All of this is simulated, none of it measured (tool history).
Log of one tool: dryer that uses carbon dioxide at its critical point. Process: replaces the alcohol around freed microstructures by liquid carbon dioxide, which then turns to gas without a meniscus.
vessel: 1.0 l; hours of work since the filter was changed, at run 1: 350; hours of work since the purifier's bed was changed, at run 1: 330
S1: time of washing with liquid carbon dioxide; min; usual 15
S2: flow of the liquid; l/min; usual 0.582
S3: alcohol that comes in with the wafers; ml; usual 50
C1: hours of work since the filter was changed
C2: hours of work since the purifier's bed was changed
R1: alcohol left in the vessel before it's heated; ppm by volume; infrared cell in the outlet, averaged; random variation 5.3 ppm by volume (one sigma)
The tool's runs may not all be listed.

run	day	S1	S2	S3	C1	C2	R1
1	0	15	0.582	50	350	330	258
2	0.75	15	0.582	50	360	341	244
3	1.742	15	0.582	50	374	355	259
4	2.388	15	0.582	50	384	364	263
# day 2.775: inlet filter changed
5	3.388	15	0.582	50	9	378	161
6	3.85	19	0.582	50	15	385	81
7	4.554	19	0.582	50	25	395	65
8	5.171	15	0.582	50	34	403	154
9	5.575	15	0.582	50	40	409	180
10	6.442	15	0.582	50	52	421	178
11	7.138	20	0.582	50	62	431	68
12	7.8	20	0.582	50	71	441	76
13	8.542	20	0.582	50	82	451	74
14	9.55	20	0.582	50	96	466	70
15	10.258	18	0.582	50	106	476	96
16	10.779	15	0.582	50	114	483	202

Run 17 comes next. What will it give?
17	11.342	15	0.703	43	122	491	?

R1: 92 ppm by volume
Without the tool's hidden state the same run would have given R1 29 ppm by volume.
